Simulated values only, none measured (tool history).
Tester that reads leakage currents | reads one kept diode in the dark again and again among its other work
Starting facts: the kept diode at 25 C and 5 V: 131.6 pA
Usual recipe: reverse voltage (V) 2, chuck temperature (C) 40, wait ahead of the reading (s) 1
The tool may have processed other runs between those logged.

run    hour  reverse voltage (V)  chuck temperature (C)  wait ahead of the reading (s)  current that the tester gives (pA)
  1       0                    2                     40                              1                              307.51
  2    35.1                    2                     40                              1                              307.31
  3    81.6                    2                     40                              1                              307.24
       88.6  -- chuck's temperature calibrated
  4   126.5                    2                     48                              1                              523.15
  5   156.1                    2                     48                              1                              525.83
  6   208.5                 11.4                     48                              1                              1017.3
  7   245.6                 11.4                     48                              1                             1024.94
  8   291.8                    2                     40                           4.77                              299.92
  9   338.8                    2                     55                              1                              845.89
 10   370.2                 3.62                     40                              1                              377.69
      420.2  -- probe card cleaned and baked
 11   433.3                 3.62                     40                              1                              374.49
 12   482.9                 1.56                     40                              1                              272.43
 13   537.5                    2                     40                              1                              300.45
 14   588.7                    2                     40                              1                              300.37
 15   632.2                  3.1                     40                              1                               356.2
 16   672.4                 2.05                     40                              1                              304.84
 17   731.7                 2.05                     40                              1                              303.99
 18   757.1                 2.05                     40                              1                              305.85
 19   782.7                 2.05                     40                              1                              306.76
 20   817.8                    2                     21                           5.21                                70.2
 21   856.2                 3.78                     53                              1                               954.2
 22   898.1                 2.32                     37                              1                              257.38
 23   948.3                  1.5                     40                           9.43                               274.5
 24     990                    2                     40                           1.74                              304.54
 25  1051.8                    2                     40                           1.74                              305.75
 26  1091.9                 1.12                     24                           0.72                               72.33
 27  1122.2                  9.8                     36                           3.49                              417.57
 28  1159.4                  9.8                     23                           3.49                              153.61
 29  1199.9                18.74                     33                           5.65                              427.99
 30  1237.4                18.74                     33                           5.65                              429.58
 31  1287.5                18.74                     33                           5.65                              429.55
 32  1338.4                 5.07                     42                           1.69                              506.87
 33  1368.7                18.15                     31                           2.27                              366.51
 34  1429.8                 1.79                     34                              1                              190.86
 35  1479.8                 10.1                     35                           1.11                              399.08
 36  1514.2                 10.1                     35                           1.11                              397.86
     1528.4  -- chuck's temperature calibrated
 37  1553.4                19.82                     35                           0.34                              497.17
 38  1588.4                19.82                     35                           0.34                              498.99

Each row is a separate what-if for the run after 38, all from the same tool condition, not one after another. Results?
  A  1620.7                 7.13                     42                           0.34                                   ?
  B  1620.7                19.23                     40                            0.6                                   ?
  C  1620.7                11.73                     35                           5.73                                   ?

run  current that the tester gives (pA)
  A                              562.01
  B                              705.08
  C                              401.27
With the hidden condition removed and each run's random variation left untouched, the same runs would have given:
run  current that the tester gives (pA)
  A                               553.5
  B                              690.62
  C                              392.74

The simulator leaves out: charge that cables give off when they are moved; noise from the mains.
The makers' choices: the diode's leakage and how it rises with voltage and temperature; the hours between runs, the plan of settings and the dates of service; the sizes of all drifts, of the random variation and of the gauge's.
